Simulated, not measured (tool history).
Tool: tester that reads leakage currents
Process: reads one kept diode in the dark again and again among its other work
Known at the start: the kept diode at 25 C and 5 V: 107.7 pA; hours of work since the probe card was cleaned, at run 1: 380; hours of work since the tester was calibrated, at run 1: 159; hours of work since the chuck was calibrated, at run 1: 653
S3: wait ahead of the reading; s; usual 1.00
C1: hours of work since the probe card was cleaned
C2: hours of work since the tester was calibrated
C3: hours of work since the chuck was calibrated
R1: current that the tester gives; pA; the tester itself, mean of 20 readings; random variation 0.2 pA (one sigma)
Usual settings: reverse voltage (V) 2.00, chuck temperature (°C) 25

{"run": 1, "hour": 0.0, "reverse voltage (V)": 2.0, "chuck temperature (°C)": 25, "S3": 1.0, "C1": 380, "C2": 159, "C3": 653, "R1": 64.31}
{"run": 2, "hour": 35.1, "reverse voltage (V)": 2.0, "chuck temperature (°C)": 25, "S3": 1.0, "C1": 401, "C2": 180, "C3": 674, "R1": 64.46}
{"run": 3, "hour": 95.6, "reverse voltage (V)": 2.0, "chuck temperature (°C)": 25, "S3": 1.0, "C1": 438, "C2": 217, "C3": 711, "R1": 64.31}
{"run": 4, "hour": 175.2, "reverse voltage (V)": 2.0, "chuck temperature (°C)": 25, "S3": 1.0, "C1": 487, "C2": 265, "C3": 759, "R1": 64.61}
{"run": 5, "hour": 245.0, "reverse voltage (V)": 2.0, "chuck temperature (°C)": 25, "S3": 1.0, "C1": 529, "C2": 308, "C3": 802, "R1": 64.44}
{"run": 6, "hour": 291.1, "reverse voltage (V)": 2.0, "chuck temperature (°C)": 32, "S3": 1.0, "C1": 557, "C2": 336, "C3": 830, "R1": 109.49}
{"run": 7, "hour": 374.7, "reverse voltage (V)": 2.0, "chuck temperature (°C)": 42, "S3": 1.0, "C1": 608, "C2": 387, "C3": 881, "R1": 225.42}
{"run": 8, "hour": 442.9, "reverse voltage (V)": 2.0, "chuck temperature (°C)": 42, "S3": 1.0, "C1": 650, "C2": 428, "C3": 922, "R1": 226.89}
{"run": 9, "hour": 514.0, "reverse voltage (V)": 2.0, "chuck temperature (°C)": 42, "S3": 1.0, "C1": 693, "C2": 472, "C3": 966, "R1": 224.93}
{"run": 10, "hour": 571.4, "reverse voltage (V)": 2.0, "chuck temperature (°C)": 42, "S3": 1.0, "C1": 728, "C2": 506, "C3": 1001, "R1": 226.25}
{"run": 11, "hour": 610.1, "reverse voltage (V)": 2.0, "chuck temperature (°C)": 42, "S3": 1.0, "C1": 751, "C2": 530, "C3": 1024, "R1": 227.15}
{"run": 12, "hour": 654.6, "reverse voltage (V)": 2.0, "chuck temperature (°C)": 42, "S3": 1.0, "C1": 779, "C2": 557, "C3": 1051, "R1": 226.05}
{"run": 13, "hour": 738.5, "reverse voltage (V)": 2.0, "chuck temperature (°C)": 22, "S3": 1.0, "C1": 830, "C2": 608, "C3": 1102, "R1": 50.52}
{"run": 14, "hour": 787.2, "reverse voltage (V)": 2.0, "chuck temperature (°C)": 22, "S3": 1.0, "C1": 859, "C2": 638, "C3": 1132, "R1": 50.66}
{"run": 15, "hour": 824.3, "reverse voltage (V)": 2.0, "chuck temperature (°C)": 25, "S3": 3.55, "C1": 882, "C2": 660, "C3": 1155, "R1": 63.65}
{"run": 16, "hour": 873.3, "reverse voltage (V)": 2.0, "chuck temperature (°C)": 25, "S3": 4.74, "C1": 912, "C2": 690, "C3": 1184, "R1": 63.76}
{"run": 17, "hour": 915.7, "reverse voltage (V)": 2.0, "chuck temperature (°C)": 25, "S3": 4.74, "C1": 938, "C2": 716, "C3": 1210, "R1": 63.46}
{"run": 18, "hour": 957.5, "reverse voltage (V)": 1.53, "chuck temperature (°C)": 25, "S3": 1.0, "C1": 963, "C2": 742, "C3": 1236, "R1": 55.14}
{"run": 19, "hour": 1000.7, "reverse voltage (V)": 1.53, "chuck temperature (°C)": 25, "S3": 1.0, "C1": 989, "C2": 768, "C3": 1262, "R1": 54.83}
{"run": 20, "hour": 1057.1, "reverse voltage (V)": 1.53, "chuck temperature (°C)": 25, "S3": 1.0, "C1": 1024, "C2": 802, "C3": 1296, "R1": 55.03}
{"run": 21, "hour": 1112.2, "reverse voltage (V)": 1.53, "chuck temperature (°C)": 50, "S3": 1.0, "C1": 1057, "C2": 836, "C3": 1330, "R1": 337.84}
{"run": 22, "hour": 1158.2, "reverse voltage (V)": 2.0, "chuck temperature (°C)": 25, "S3": 0.32, "C1": 1085, "C2": 864, "C3": 1358, "R1": 65.56}
{"run": 23, "hour": 1216.0, "reverse voltage (V)": 2.0, "chuck temperature (°C)": 25, "S3": 2.56, "C1": 1120, "C2": 899, "C3": 1393, "R1": 63.92}
{"run": 24, "hour": 1289.1, "reverse voltage (V)": 6.29, "chuck temperature (°C)": 25, "S3": 4.53, "C1": 1165, "C2": 943, "C3": 1438, "R1": 123.46}
{"run": 25, "hour": 1353.7, "reverse voltage (V)": 10.22, "chuck temperature (°C)": 46, "S3": 2.2, "C1": 1204, "C2": 983, "C3": 1477, "R1": 765.65}
{"run": 26, "hour": 1434.2, "reverse voltage (V)": 2.0, "chuck temperature (°C)": 32, "S3": 1.0, "C1": 1253, "C2": 1032, "C3": 1526, "R1": 109.46}
{"run": 27, "hour": 1520.9, "reverse voltage (V)": 1.42, "chuck temperature (°C)": 34, "S3": 0.36, "C1": 1306, "C2": 1085, "C3": 1579, "R1": 105.29}
{"run": 28, "hour": 1556.6, "reverse voltage (V)": 2.01, "chuck temperature (°C)": 25, "S3": 0.64, "C1": 1328, "C2": 1106, "C3": 1600, "R1": 64.52}
{"run": 29, "hour": 1610.4, "reverse voltage (V)": 2.52, "chuck temperature (°C)": 28, "S3": 1.38, "C1": 1360, "C2": 1139, "C3": 1633, "R1": 91.93}
{"run": 30, "hour": 1666.4, "reverse voltage (V)": 2.52, "chuck temperature (°C)": 47, "S3": 0.34, "C1": 1395, "C2": 1173, "C3": 1667, "R1": 366.29}
{"run": 31, "hour": 1732.7, "reverse voltage (V)": 2.0, "chuck temperature (°C)": 48, "S3": 1.0, "C1": 1435, "C2": 1213, "C3": 1708, "R1": 341.79}
{"run": 32, "hour": 1775.1, "reverse voltage (V)": 2.0, "chuck temperature (°C)": 48, "S3": 1.0, "C1": 1461, "C2": 1239, "C3": 1733, "R1": 341.94}
{"run": 33, "hour": 1843.9, "reverse voltage (V)": 2.0, "chuck temperature (°C)": 48, "S3": 1.0, "C1": 1503, "C2": 1281, "C3": 1775, "R1": 342.85}
{"run": 34, "hour": 1907.1, "reverse voltage (V)": 2.0, "chuck temperature (°C)": 48, "S3": 1.0, "C1": 1541, "C2": 1320, "C3": 1814, "R1": 344.72}
{"run": 35, "hour": 1959.0, "reverse voltage (V)": 2.0, "chuck temperature (°C)": 48, "S3": 1.0, "C1": 1573, "C2": 1351, "C3": 1845, "R1": 342.56}
{"run": 36, "hour": 2002.4, "reverse voltage (V)": 8.66, "chuck temperature (°C)": 38, "S3": 0.74, "C1": 1599, "C2": 1378, "C3": 1872, "R1": 397.67}
{"run": 37, "hour": 2085.7, "reverse voltage (V)": 8.66, "chuck temperature (°C)": 38, "S3": 0.74, "C1": 1650, "C2": 1428, "C3": 1923, "R1": 397.46}

Hidden state or all else? Some run-to-run changes of R1, split into what the settings, what came in and random variation would give without the hidden state, and what is left for the hidden state (with any gauge scatter that isn't in both results):
The hidden state here: stray current of the dirty probe card, pA a volt; current scale over the true one, %; true chuck temperature over the reading, C; drift of the gauge itself on leakage_pa, %.
Run 20 -> 21: chuck temperature (°C) 25 -> 50. R1 +282.81 pA: hidden state +0.11, all else +282.70.
Run 24 -> 25: reverse voltage (V) 6.29 -> 10.22, chuck temperature (°C) 25 -> 46, S3 4.53 -> 2.20. R1 +642.19 pA: hidden state +0.32, all else +641.87.
Run 25 -> 26: reverse voltage (V) 10.22 -> 2.00, chuck temperature (°C) 46 -> 32, S3 2.20 -> 1.00. R1 -656.19 pA: hidden state -0.35, all else -655.84.
Run 29 -> 30: chuck temperature (°C) 28 -> 47, S3 1.38 -> 0.34. R1 +274.36 pA: hidden state +0.13, all else +274.23.

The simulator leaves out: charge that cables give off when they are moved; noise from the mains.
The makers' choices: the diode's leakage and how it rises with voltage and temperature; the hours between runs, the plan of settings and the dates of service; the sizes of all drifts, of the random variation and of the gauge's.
